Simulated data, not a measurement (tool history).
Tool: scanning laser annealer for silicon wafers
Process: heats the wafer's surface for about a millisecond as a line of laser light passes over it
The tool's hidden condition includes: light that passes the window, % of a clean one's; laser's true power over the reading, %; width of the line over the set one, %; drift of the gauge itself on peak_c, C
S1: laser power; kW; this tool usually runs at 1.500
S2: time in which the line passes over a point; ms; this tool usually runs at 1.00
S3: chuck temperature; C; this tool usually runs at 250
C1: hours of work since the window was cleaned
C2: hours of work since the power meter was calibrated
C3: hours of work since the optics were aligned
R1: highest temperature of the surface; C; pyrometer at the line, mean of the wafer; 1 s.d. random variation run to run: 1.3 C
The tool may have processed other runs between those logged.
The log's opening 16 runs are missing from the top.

run,hour,S1,S2,S3,C1,C2,C3,R1
17,525.7,1.578,1.00,250,578,937,1059,1034
18,562.8,1.500,0.75,250,596,955,1077,884
19,588.6,1.500,0.75,250,609,967,1089,884
20,630.3,1.488,1.00,250,629,988,1110,988
21,662.4,1.456,1.00,212,645,1003,1125,932
22,700.8,1.456,1.00,212,663,1022,1144,933
23,721.7,1.456,1.00,212,674,1032,1154,933
# hour 757.1: optics aligned, line set to its width
24,770.6,1.570,0.79,250,695,1054,7,935

Run 25 is up next; what results do you expect?
# hour 776.1: laser's power meter calibrated
25,809.3,1.500,1.24,250,712,16,24,?

R1: 1095 C
Without the tool's hidden state the same run would have given R1 1111 C.
